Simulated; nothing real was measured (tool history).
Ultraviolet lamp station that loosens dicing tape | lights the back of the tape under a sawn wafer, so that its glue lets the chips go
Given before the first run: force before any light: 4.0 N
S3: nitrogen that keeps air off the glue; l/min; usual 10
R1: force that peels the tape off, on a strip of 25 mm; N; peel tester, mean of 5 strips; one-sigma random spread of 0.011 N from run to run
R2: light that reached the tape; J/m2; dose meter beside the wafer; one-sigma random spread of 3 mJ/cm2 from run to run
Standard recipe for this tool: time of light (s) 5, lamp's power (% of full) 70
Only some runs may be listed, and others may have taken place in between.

{"run": 1, "day": 0.0, "time of light (s)": 5, "lamp's power (% of full)": 70, "S3": 10, "R1": 0.566, "R2": 4060}
{"run": 2, "day": 0.242, "time of light (s)": 5, "lamp's power (% of full)": 70, "S3": 10, "R1": 0.574, "R2": 4020}
{"run": 3, "day": 0.517, "time of light (s)": 5, "lamp's power (% of full)": 70, "S3": 10, "R1": 0.561, "R2": 4000}
{"run": 4, "day": 0.762, "time of light (s)": 9, "lamp's power (% of full)": 70, "S3": 10, "R1": 0.198, "R2": 7200}
{"run": 5, "day": 1.146, "time of light (s)": 9, "lamp's power (% of full)": 70, "S3": 10, "R1": 0.194, "R2": 7330}
{"run": 6, "day": 1.379, "time of light (s)": 5, "lamp's power (% of full)": 70, "S3": 17, "R1": 0.444, "R2": 3960}
{"run": 7, "day": 1.708, "time of light (s)": 5, "lamp's power (% of full)": 70, "S3": 10, "R1": 0.576, "R2": 3950}
{"run": 8, "day": 1.975, "time of light (s)": 5, "lamp's power (% of full)": 66, "S3": 4, "R1": 1.006, "R2": 3770}
{"run": 9, "day": 2.296, "time of light (s)": 5, "lamp's power (% of full)": 84, "S3": 7, "R1": 0.493, "R2": 4870}
{"run": 10, "day": 2.525, "time of light (s)": 5, "lamp's power (% of full)": 68, "S3": 7, "R1": 0.704, "R2": 3870}
{"run": 11, "day": 2.808, "time of light (s)": 5, "lamp's power (% of full)": 68, "S3": 7, "R1": 0.731, "R2": 3870}
{"run": 12, "day": 3.133, "time of light (s)": 5, "lamp's power (% of full)": 71, "S3": 5, "R1": 0.813, "R2": 4030}
{"run": 13, "day": 3.508, "time of light (s)": 5, "lamp's power (% of full)": 70, "S3": 13, "R1": 0.528, "R2": 3960}

Below, some changes in R1 between adjacent runs. For each, the amount present without the hidden state too (settings, incoming material, random variation) and the amount remaining for the hidden state with gauge scatter not shared by both compared results:
Hidden state present: lamp's light, % of a new lamp's; light that the window lets through, % of a clean one's; drift of the gauge itself on peel_n, %; drift of the gauge itself on dose_mj_cm2, %.
Run 3 -> 4: time of light (s) 5 -> 9. R1 -0.363 N: hidden state -0.056, all else -0.307.
Run 8 -> 9: lamp's power (% of full) 66 -> 84, S3 4 -> 7. R1 -0.513 N: hidden state -0.043, all else -0.470.
